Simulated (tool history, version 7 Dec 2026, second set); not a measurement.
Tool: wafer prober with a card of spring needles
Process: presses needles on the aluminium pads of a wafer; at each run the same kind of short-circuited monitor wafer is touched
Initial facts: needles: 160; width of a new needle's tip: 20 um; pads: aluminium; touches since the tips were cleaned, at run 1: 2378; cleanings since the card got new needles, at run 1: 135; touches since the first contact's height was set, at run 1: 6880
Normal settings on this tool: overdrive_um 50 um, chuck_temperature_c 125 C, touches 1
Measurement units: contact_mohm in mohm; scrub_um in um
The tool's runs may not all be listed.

run	day	overdrive_um	chuck_temperature_c	touches	touches since the tips were cleaned	cleanings since the card got new needles	touches since the first contact's height was set	contact_mohm	scrub_um
1	0.000	50	125	1	2378	135	6880	207	11.03
# day 0.221: tips cleaned on abrasive film
# day 0.654: tips cleaned on abrasive film
# day 1.092: tips cleaned on abrasive film
# day 1.633: tips cleaned on abrasive film
# day 2.071: tips cleaned on abrasive film
2	2.221	50	125	1	1574	140	29839	209	11.01
# day 2.550: tips cleaned on abrasive film
# day 3.092: tips cleaned on abrasive film
# day 3.529: tips cleaned on abrasive film
# day 4.071: tips cleaned on abrasive film
# day 4.617: tips cleaned on abrasive film
3	4.671	50	125	1	596	145	55194	178	10.86
# day 5.108: tips cleaned on abrasive film
# day 5.650: tips cleaned on abrasive film
# day 6.196: tips cleaned on abrasive film
4	6.488	50	125	2	3045	148	73993	195	10.75
# day 6.708: tips cleaned on abrasive film
# day 7.250: tips cleaned on abrasive film
# day 7.688: tips cleaned on abrasive film
# day 8.229: tips cleaned on abrasive film
5	8.471	50	125	2	2518	152	94517	196	10.71
# day 8.692: tips cleaned on abrasive film
# day 9.125: tips cleaned on abrasive film
# day 9.671: tips cleaned on abrasive film
# day 10.212: tips cleaned on abrasive film
# day 10.758: tips cleaned on abrasive film
# day 11.192: tips cleaned on abrasive film
# day 11.692: card fitted with new needles
6	11.721	50	125	3	313	0	313	157	11.00
# day 12.158: tips cleaned on abrasive film
# day 12.592: tips cleaned on abrasive film
# day 13.138: tips cleaned on abrasive film
# day 13.679: tips cleaned on abrasive film
# day 14.117: tips cleaned on abrasive film
# day 14.658: tips cleaned on abrasive film
7	15.012	50	125	3	3689	6	34388	171	10.89
# day 15.125: tips cleaned on abrasive film
# day 15.667: tips cleaned on abrasive film
# day 16.212: tips cleaned on abrasive film
# day 16.729: tips cleaned on abrasive film
8	16.729	50	125	1	0	10	52105	161	10.95
# day 17.271: tips cleaned on abrasive film
# day 17.817: tips cleaned on abrasive film
# day 18.358: tips cleaned on abrasive film
# day 18.796: tips cleaned on abrasive film
9	19.217	52	125	1	4421	14	77908	211	11.36
# day 19.329: tips cleaned on abrasive film
# day 19.767: tips cleaned on abrasive film
# day 20.308: tips cleaned on abrasive film
# day 20.854: tips cleaned on abrasive film
# day 21.288: tips cleaned on abrasive film
# day 21.400: tips cleaned on abrasive film, once more
# day 21.942: tips cleaned on abrasive film
# day 22.475: tips cleaned on abrasive film
10	22.475	50	125	2	0	22	111544	157	10.73
# day 23.017: tips cleaned on abrasive film
# day 23.562: tips cleaned on abrasive film
# day 24.104: tips cleaned on abrasive film
# day 24.542: tips cleaned on abrasive film
# day 25.083: tips cleaned on abrasive film
# day 25.521: tips cleaned on abrasive film
# day 26.038: tips cleaned on abrasive film
11	26.038	50	125	2	0	29	148422	159	10.63
# day 26.475: tips cleaned on abrasive film
# day 27.017: tips cleaned on abrasive film
# day 27.562: tips cleaned on abrasive film
# day 28.104: tips cleaned on abrasive film
# day 28.542: tips cleaned on abrasive film
# day 28.975: tips cleaned on abrasive film
12	28.992	50	125	2	176	35	178983	161	10.50
# day 29.429: tips cleaned on abrasive film
# day 29.971: tips cleaned on abrasive film
# day 30.517: tips cleaned on abrasive film
# day 31.058: tips cleaned on abrasive film
# day 31.496: tips cleaned on abrasive film
# day 32.038: tips cleaned on abrasive film
13	32.188	50	125	1	1547	41	212045	191	10.49
# day 32.512: tips cleaned on abrasive film
# day 33.058: tips cleaned on abrasive film
# day 33.492: tips cleaned on abrasive film
# day 33.929: tips cleaned on abrasive film
# day 34.471: tips cleaned on abrasive film
# day 34.808: height of the first contact set anew
# day 34.921: tips cleaned on abrasive film
# day 35.462: tips cleaned on abrasive film
14	35.467	38	125	2	20	48	6773	164	8.36
# day 35.904: tips cleaned on abrasive film
# day 36.446: tips cleaned on abrasive film
# day 36.988: tips cleaned on abrasive film
# day 37.533: tips cleaned on abrasive film
15	37.579	38	125	2	501	52	28662	174	8.36
# day 38.017: tips cleaned on abrasive film
# day 38.450: tips cleaned on abrasive film
# day 38.996: tips cleaned on abrasive film
16	39.112	34	36	1	1210	55	44503	222	7.37
# day 39.438: tips cleaned on abrasive film
# day 39.983: tips cleaned on abrasive film
# day 40.525: tips cleaned on abrasive film
# day 41.071: tips cleaned on abrasive film
17	41.292	58	85	1	2327	59	67080	180	12.61
# day 41.512: tips cleaned on abrasive film
# day 42.054: tips cleaned on abrasive film
# day 42.600: tips cleaned on abrasive film
# day 43.142: tips cleaned on abrasive film
# day 43.579: tips cleaned on abrasive film
18	43.904	58	85	1	3408	64	94123	195	12.53
# day 44.017: tips cleaned on abrasive film
# day 44.562: tips cleaned on abrasive film
# day 45.104: tips cleaned on abrasive film
# day 45.650: tips cleaned on abrasive film
19	45.858	50	114	1	2177	68	114320	202	10.67
# day 46.183: tips cleaned on abrasive film
# day 46.729: tips cleaned on abrasive film
# day 47.162: tips cleaned on abrasive film
# day 47.708: tips cleaned on abrasive film
# day 48.250: tips cleaned on abrasive film
# day 48.796: tips cleaned on abrasive film
20	49.112	33	41	1	3331	74	148035	323	6.88
# day 49.333: tips cleaned on abrasive film
# day 49.879: tips cleaned on abrasive film
# day 50.421: tips cleaned on abrasive film
# day 50.854: tips cleaned on abrasive film
# day 51.400: tips cleaned on abrasive film
# day 51.833: tips cleaned on abrasive film
21	52.146	33	41	1	3249	80	179418	311	6.75
# day 52.367: tips cleaned on abrasive film
# day 52.908: tips cleaned on abrasive film
# day 53.454: tips cleaned on abrasive film
22	53.662	30	26	1	2168	83	195090	319	6.07
# day 53.988: tips cleaned on abrasive film
# day 54.425: tips cleaned on abrasive film
# day 54.858: tips cleaned on abrasive film
# day 55.404: tips cleaned on abrasive film
# day 55.892: tips cleaned on abrasive film
23	55.892	36	72	1	0	88	218163	161	7.27
# day 56.329: tips cleaned on abrasive film
# day 56.871: tips cleaned on abrasive film
# day 57.308: tips cleaned on abrasive film
# day 57.850: tips cleaned on abrasive film
# day 57.862: height of the first contact set anew
# day 58.408: tips cleaned on abrasive film
# day 58.950: tips cleaned on abrasive film
24	59.346	55	125	2	4121	94	15375	187	12.11
# day 59.458: tips cleaned on abrasive film
# day 60.000: tips cleaned on abrasive film
# day 60.546: tips cleaned on abrasive film
# day 60.979: tips cleaned on abrasive film
# day 61.417: tips cleaned on abrasive film
25	61.575	60	61	2	1650	99	38407	157	13.14

Each run again, without the hidden state but with its own random variation kept:
Hidden conditions of the tool in this case: debris on the tips, nm; way that the needles fall short of the set height, um; tips' diameter, um; drift of the gauge itself on contact_mohm, %; drift of the gauge itself on scrub_um, %.
run	contact_mohm	scrub_um
1	150	11.05
2	153	11.11
3	149	11.04
4	150	10.98
5	152	11.00
6	154	11.00
7	152	10.98
8	154	11.09
9	153	11.56
10	152	11.06
11	155	11.09
12	153	11.03
13	151	11.12
14	155	8.38
15	160	8.44
16	144	7.50
17	141	12.81
18	145	12.81
19	153	11.03
20	146	7.34
21	146	7.31
22	143	6.66
23	147	7.95
24	151	12.14
25	138	13.24
